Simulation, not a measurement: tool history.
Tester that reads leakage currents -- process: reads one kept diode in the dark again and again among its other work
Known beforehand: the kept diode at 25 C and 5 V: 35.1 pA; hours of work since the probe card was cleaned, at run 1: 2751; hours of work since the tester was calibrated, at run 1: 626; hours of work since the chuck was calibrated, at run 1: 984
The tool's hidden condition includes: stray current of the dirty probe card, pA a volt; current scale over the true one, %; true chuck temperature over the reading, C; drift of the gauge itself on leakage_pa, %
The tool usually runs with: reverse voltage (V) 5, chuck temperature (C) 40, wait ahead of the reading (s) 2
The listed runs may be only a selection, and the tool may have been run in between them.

run    hour  reverse voltage (V)  chuck temperature (C)  wait ahead of the reading (s)  hours of work since the probe card was cleaned  hours of work since the tester was calibrated  hours of work since the chuck was calibrated  current that the tester gives (pA)
  1       0                    5                     40                              2                                            2751                                            626                                           984                               99.68
  2    42.5                    5                     40                              2                                            2770                                            645                                          1003                               99.82
  3    91.9                    5                     27                              2                                            2792                                            667                                          1024                                41.6
  4   126.6                    5                     40                              2                                            2807                                            682                                          1040                               99.72
  5   158.1                    5                     40                              2                                            2821                                            696                                          1054                               99.71
  6   196.1                    5                     40                              2                                            2838                                            712                                          1070                              100.05
  7   229.9                    5                     40                              2                                            2853                                            727                                          1085                              100.26
  8     254                    5                     40                              2                                            2863                                            738                                          1096                               99.91
  9     284                    5                     40                              2                                            2876                                            751                                          1109                               99.16
 10   312.3                    5                     40                              2                                            2889                                            764                                          1121                               99.39
 11   356.3                    5                     40                              2                                            2908                                            783                                          1141                               99.34
 12   401.5                    5                     40                              2                                            2928                                            803                                          1161                               99.87
 13   435.9                    5                     40                              2                                            2943                                            818                                          1176                               99.35
 14   458.2                    5                     40                              2                                            2953                                            828                                          1186                               99.23
 15   505.4                    5                     48                              2                                            2974                                            849                                          1206                              166.55
 16     548                    5                     48                              2                                            2993                                            867                                          1225                              166.11
 17   579.4                    5                     48                              2                                            3006                                            881                                          1239                              166.33
 18   608.5                    5                     48                              2                                            3019                                            894                                          1252                              166.49
 19   632.9                    5                     48                              2                                            3030                                            905                                          1262                              165.79
 20     671                    5                     40                           7.58                                            3047                                            921                                          1279                                98.3
 21   698.1                    5                     40                            0.5                                            3059                                            933                                          1291                              101.27
 22   731.3                    5                     40                            0.5                                            3073                                            948                                          1306                              102.17
 23   772.5                18.37                     40                           6.49                                            3091                                            966                                          1324                              217.75
      781.7  -- chuck's temperature calibrated
 24   820.6                18.37                     40                           6.49                                            3112                                            986                                            17                              227.73
 25   849.8                18.37                     40                           6.49                                            3124                                            999                                            30                              227.67
 26   897.4                18.37                     40                           6.49                                            3145                                           1020                                            51                              228.25
 27   929.2                 1.03                     59                              2                                            3159                                           1034                                            65                              130.09
 28   970.9                  4.1                     40                              2                                            3178                                           1052                                            83                               91.05
 29   994.8                 4.15                     22                           1.41                                            3188                                           1063                                            94                               27.48
 30  1028.2                 4.15                     22                           1.41                                            3203                                           1078                                           108                               27.54
 31  1077.6                 4.15                     22                           1.41                                            3225                                           1099                                           130                               27.48
 32  1098.8                    5                     56                           0.93                                            3234                                           1109                                           140                              282.23
 33  1144.5                    5                     56                           0.93                                            3254                                           1129                                           160                              283.61
 34  1178.7                    5                     56                           0.93                                            3269                                           1144                                           175                              281.68
 35  1202.1                    5                     56                           0.93                                            3279                                           1154                                           185                              280.62
 36  1236.1                 2.05                     32                            1.5                                            3294                                           1169                                           200                               35.01
 37  1281.1                 2.05                     32                            1.5                                            3314                                           1189                                           220                               34.89
 38  1310.1                 1.15                     47                           0.58                                            3327                                           1202                                           232                               66.46
 39    1343                 1.15                     47                           0.58                                            3341                                           1216                                           247                               67.03
 40  1393.7                 1.15                     47                           0.58                                            3364                                           1238                                           269                               66.61

What differs in the tool's unlogged condition from the final listed run ahead of each entry between runs to the first listed run following it?
Runs 23 to 24: chuck's temperature calibrated (hour 781.7)
  stray current of the dirty probe card, pA a volt: 0.452 -> 0.455; current scale over the true one, %: -0.44 -> -0.45; true chuck temperature over the reading, C: -0.68 -> -0.05
  difference, measured minus the result without the unlogged condition, current that the tester gives (pA): -2.93 -> +6.27
